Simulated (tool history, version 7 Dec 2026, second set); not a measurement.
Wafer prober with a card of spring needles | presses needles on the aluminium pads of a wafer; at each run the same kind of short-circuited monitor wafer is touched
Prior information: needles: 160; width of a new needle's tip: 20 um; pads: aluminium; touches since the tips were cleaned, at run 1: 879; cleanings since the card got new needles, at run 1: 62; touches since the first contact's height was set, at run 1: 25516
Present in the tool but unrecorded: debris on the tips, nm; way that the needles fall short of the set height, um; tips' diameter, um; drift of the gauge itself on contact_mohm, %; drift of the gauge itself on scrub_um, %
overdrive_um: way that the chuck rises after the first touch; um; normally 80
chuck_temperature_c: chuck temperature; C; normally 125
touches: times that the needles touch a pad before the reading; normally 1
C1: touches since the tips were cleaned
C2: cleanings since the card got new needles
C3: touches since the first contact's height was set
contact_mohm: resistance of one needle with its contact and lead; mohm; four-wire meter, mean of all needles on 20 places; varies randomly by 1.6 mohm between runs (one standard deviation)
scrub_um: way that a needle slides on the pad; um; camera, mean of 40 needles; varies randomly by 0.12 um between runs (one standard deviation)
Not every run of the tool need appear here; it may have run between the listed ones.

Run 1, day 0: usual settings; C1 879; C2 62; C3 25516. Result: contact_mohm 152 mohm, scrub_um 12.14 um.
At day 0.238: tips cleaned on abrasive film.
At day 0.542: tips cleaned on abrasive film.
Run 2, day 0.7: usual settings; C1 1944; C2 64; C3 34004. Result: contact_mohm 149 mohm, scrub_um 12.17 um.
At day 0.838: tips cleaned on abrasive film.
At day 1.138: tips cleaned on abrasive film.
Run 3, day 1.179: usual settings; C1 559; C2 66; C3 39800. Result: contact_mohm 150 mohm, scrub_um 12.12 um.
At day 1.471: tips cleaned on abrasive film.
Run 4, day 1.738: usual settings; C1 3257; C2 67; C3 46550. Result: contact_mohm 153 mohm, scrub_um 12.05 um.
At day 1.792: tips cleaned on abrasive film.
At day 2.088: tips cleaned on abrasive film.
Run 5, day 2.162: usual settings; C1 914; C2 69; C3 51671. Result: contact_mohm 150 mohm, scrub_um 12.06 um.
At day 2.375: tips cleaned on abrasive film.
At day 2.675: tips cleaned on abrasive film.
Run 6, day 2.929: usual settings; C1 3088; C2 71; C3 60967. Result: contact_mohm 152 mohm, scrub_um 12.08 um.
At day 2.988: tips cleaned on abrasive film.
At day 3.275: tips cleaned on abrasive film.
At day 3.608: tips cleaned on abrasive film.
Run 7, day 3.617: usual settings but touches 2; C1 69; C2 74; C3 69244. Result: contact_mohm 155 mohm, scrub_um 12.07 um.
At day 3.908: tips cleaned on abrasive film.
Run 8, day 4.158: usual settings but overdrive_um 69 um; C1 3038; C2 75; C3 75851. Result: contact_mohm 150 mohm, scrub_um 10.55 um.
At day 4.208: tips cleaned on abrasive film.
At day 4.542: tips cleaned on abrasive film.
Run 9, day 4.758: usual settings but overdrive_um 69 um; C1 2664; C2 77; C3 83132. Result: contact_mohm 151 mohm, scrub_um 10.31 um.
At day 4.829: tips cleaned on abrasive film.
At day 5.142: tips cleaned on abrasive film.
At day 5.438: tips cleaned on abrasive film.
At day 5.729: tips cleaned on abrasive film.
Run 10, day 5.729: usual settings but overdrive_um 69 um; C1 0; C2 81; C3 94848. Result: contact_mohm 153 mohm, scrub_um 10.5 um.
At day 6.05: tips cleaned on abrasive film.
At day 6.333: tips cleaned on abrasive film.
Run 11, day 6.458: usual settings; C1 1518; C2 83; C3 103672. Result: contact_mohm 149 mohm, scrub_um 12.11 um.
At day 6.65: tips cleaned on abrasive film.
At day 6.967: tips cleaned on abrasive film.
Run 12, day 7.196: usual settings but overdrive_um 79 um, chuck_temperature_c 101 C; C1 2850; C2 85; C3 112624. Result: contact_mohm 148 mohm, scrub_um 11.85 um.
At day 7.267: tips cleaned on abrasive film.
At day 7.604: tips cleaned on abrasive film.
Run 13, day 7.829: usual settings but overdrive_um 83 um, chuck_temperature_c 31 C, touches 3; C1 2724; C2 87; C3 120256. Result: contact_mohm 138 mohm, scrub_um 12.41 um.
At day 7.9: tips cleaned on abrasive film.
At day 8.2: tips cleaned on abrasive film.
Run 14, day 8.458: usual settings but overdrive_um 77 um, chuck_temperature_c 98 C, touches 2; C1 3143; C2 89; C3 127892. Result: contact_mohm 150 mohm, scrub_um 11.6 um.
At day 8.529: tips cleaned on abrasive film.
At day 8.842: tips cleaned on abrasive film.
At day 9.175: tips cleaned on abrasive film.
Run 15, day 9.404: usual settings but overdrive_um 74 um, chuck_temperature_c 64 C; C1 2803; C2 92; C3 139345. Result: contact_mohm 144 mohm, scrub_um 11.24 um.
At day 9.462: tips cleaned on abrasive film.
At day 9.767: tips cleaned on abrasive film.
Run 16, day 9.9: usual settings but chuck_temperature_c 48 C, touches 2; C1 1612; C2 94; C3 145299. Result: contact_mohm 139 mohm, scrub_um 12.11 um.
At day 10.1: tips cleaned on abrasive film.
Run 17, day 10.342: usual settings but overdrive_um 62 um, chuck_temperature_c 29 C, touches 2; C1 2995; C2 95; C3 150711. Result: contact_mohm 141 mohm, scrub_um 9.29 um.
At day 10.412: tips cleaned on abrasive film.
At day 10.712: tips cleaned on abrasive film.
At day 11.008: tips cleaned on abrasive film.
Run 18, day 11.15: usual settings but overdrive_um 62 um, chuck_temperature_c 29 C, touches 2; C1 1745; C2 98; C3 160455. Result: contact_mohm 138 mohm, scrub_um 9.28 um.
At day 11.329: tips cleaned on abrasive film.
At day 11.629: tips cleaned on abrasive film.
At day 11.958: tips cleaned on abrasive film.
Run 19, day 12.012: usual settings but overdrive_um 85 um; C1 658; C2 101; C3 170874. Result: contact_mohm 150 mohm, scrub_um 12.94 um.
At day 12.275: tips cleaned on abrasive film.
At day 12.579: tips cleaned on abrasive film.
At day 12.888: tips cleaned on abrasive film.
Run 20, day 12.954: usual settings but overdrive_um 85 um; C1 798; C2 104; C3 182270. Result: contact_mohm 148 mohm, scrub_um 12.82 um.
At day 13.225: tips cleaned on abrasive film.
At day 13.558: tips cleaned on abrasive film.
Run 21, day 13.675: usual settings but overdrive_um 85 um; C1 1432; C2 106; C3 191002. Result: contact_mohm 153 mohm, scrub_um 12.82 um.

Predict each of these 5 candidate next runs independently; none follows another, all start after run 21:
At day 13.871: tips cleaned on abrasive film.
Run A, day 14.129: usual settings but chuck_temperature_c 60 C; C1 3158; C2 107; C3 196542. Result: contact_mohm ?, scrub_um ?.
At day 13.871: tips cleaned on abrasive film.
Run B, day 14.129: usual settings but overdrive_um 78 um; C1 3158; C2 107; C3 196542. Result: contact_mohm ?, scrub_um ?.
At day 13.871: tips cleaned on abrasive film.
Run C, day 14.129: usual settings but chuck_temperature_c 100 C; C1 3158; C2 107; C3 196542. Result: contact_mohm ?, scrub_um ?.
At day 13.871: tips cleaned on abrasive film.
Run D, day 14.129: usual settings but chuck_temperature_c 58 C; C1 3158; C2 107; C3 196542. Result: contact_mohm ?, scrub_um ?.
At day 13.871: tips cleaned on abrasive film.
Run E, day 14.129: usual settings but overdrive_um 85 um, chuck_temperature_c 31 C, touches 3; C1 3158; C2 107; C3 196542. Result: contact_mohm ?, scrub_um ?.

run  contact_mohm  scrub_um
  A           144     12.09
  B           151     11.72
  C           145     12.01
  D           142     11.86
  E           133     12.73
With the hidden condition removed and each run's random variation left untouched, the same runs would have given:
run  contact_mohm  scrub_um
  A           144      12.1
  B           150     11.73
  C           145     12.02
  D           141     11.87
  E           133     12.74
